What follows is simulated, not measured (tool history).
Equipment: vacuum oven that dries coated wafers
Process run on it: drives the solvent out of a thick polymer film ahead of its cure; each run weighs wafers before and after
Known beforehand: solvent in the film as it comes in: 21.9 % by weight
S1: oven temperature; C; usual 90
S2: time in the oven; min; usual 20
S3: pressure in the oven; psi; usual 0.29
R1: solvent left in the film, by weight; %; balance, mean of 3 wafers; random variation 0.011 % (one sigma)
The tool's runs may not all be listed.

Run 1, hour 0: usual settings. Result: R1 3.65 %.
Run 2, hour 15.8: usual settings. Result: R1 3.64 %.
Run 3, hour 39.8: usual settings but S2 15 min. Result: R1 5.18 %.
Run 4, hour 67.2: usual settings but S2 15 min. Result: R1 5.17 %.
Run 5, hour 89.3: usual settings but S2 15 min. Result: R1 5.18 %.
Run 6, hour 106.4: usual settings but S2 15 min. Result: R1 5.21 %.
Run 7, hour 129: usual settings but S2 15 min. Result: R1 5.19 %.
Run 8, hour 152.8: usual settings but S2 15 min. Result: R1 5.2 %.
Run 9, hour 168.1: usual settings but S2 15 min. Result: R1 5.19 %.
Run 10, hour 182.2: usual settings but S2 15 min. Result: R1 5.2 %.
Run 11, hour 206.2: usual settings but S2 15 min. Result: R1 5.19 %.
Run 12, hour 235: usual settings but S2 15 min. Result: R1 5.19 %.
Run 13, hour 248.5: usual settings but S3 0.73 psi. Result: R1 5.08 %.
Run 14, hour 263.1: usual settings. Result: R1 3.64 %.
Run 15, hour 291.8: usual settings. Result: R1 3.61 %.
Run 16, hour 315.2: usual settings. Result: R1 3.65 %.
Run 17, hour 334.9: usual settings but S3 0.28 psi. Result: R1 3.63 %.
Run 18, hour 349.2: usual settings. Result: R1 3.66 %.
Run 19, hour 378.2: usual settings. Result: R1 3.64 %.
Run 20, hour 410: usual settings. Result: R1 3.66 %.
Run 21, hour 435.5: usual settings. Result: R1 3.63 %.
Run 22, hour 459.7: usual settings. Result: R1 3.65 %.
Run 23, hour 492: usual settings. Result: R1 3.64 %.
Run 24, hour 516.3: usual settings. Result: R1 3.64 %.
Run 25, hour 531.7: usual settings but S1 84 C, S2 29 min, S3 0.149 psi. Result: R1 3 %.
Run 26, hour 561.2: usual settings but S1 78 C, S2 29 min, S3 0.17 psi. Result: R1 4.92 %.
Run 27, hour 589.3: usual settings but S1 78 C, S2 29 min, S3 0.17 psi. Result: R1 4.93 %.
Run 28, hour 613.8: usual settings but S2 13 min, S3 0.287 psi. Result: R1 6.02 %.
Run 29, hour 632.1: usual settings but S1 94 C, S2 22 min. Result: R1 2.29 %.
Run 30, hour 661.2: usual settings but S1 97 C, S2 13 min. Result: R1 3.89 %.
Run 31, hour 691.5: usual settings but S1 97 C, S2 13 min. Result: R1 3.85 %.
Run 32, hour 710.1: usual settings but S1 85 C, S2 27 min. Result: R1 3.61 %.
Run 33, hour 728.3: usual settings but S2 14 min, S3 0.215 psi. Result: R1 5.37 %.
Run 34, hour 755.2: usual settings but S1 95 C, S2 13 min, S3 0.847 psi. Result: R1 5.8 %.
Run 35, hour 781.6: usual settings but S1 95 C, S2 13 min, S3 0.847 psi. Result: R1 5.85 %.
Run 36, hour 804.7: usual settings but S1 103 C, S2 29 min, S3 0.647 psi. Result: R1 1.57 %.
Run 37, hour 828.9: usual settings but S1 103 C, S2 29 min, S3 0.647 psi. Result: R1 1.57 %.
Run 38, hour 846.2: usual settings but S1 101 C, S2 19 min, S3 0.75 psi. Result: R1 2.61 %.
Run 39, hour 867.6: usual settings but S1 101 C, S2 19 min, S3 0.75 psi. Result: R1 2.61 %.
Run 40, hour 889.9: usual settings but S1 77 C, S2 17 min, S3 0.635 psi. Result: R1 10.35 %.
Run 41, hour 917.8: usual settings but S1 77 C, S2 35 min, S3 0.635 psi. Result: R1 6.63 %.
Run 42, hour 948.4: usual settings. Result: R1 3.64 %.
Run 43, hour 975.7: usual settings. Result: R1 3.66 %.
Run 44, hour 1004.6: usual settings. Result: R1 3.66 %.
Run 45, hour 1027.8: usual settings but S1 98 C, S2 16 min. Result: R1 2.62 %.
Run 46, hour 1043.3: usual settings but S2 21 min, S3 0.222 psi. Result: R1 3.19 %.
Run 47, hour 1059.2: usual settings but S1 75 C, S2 11 min, S3 0.827 psi. Result: R1 13.82 %.

Not shown here: 1 entry made in the log between runs. Locate each between two listed runs and compare the hidden state at the listed run before it with the hidden state at the listed run after it:
In the gap between runs 46 and 47: oven's thermocouples calibrated (hour 1050.6)
  true wafer temperature over the reading, C: 0.04 -> 0.01
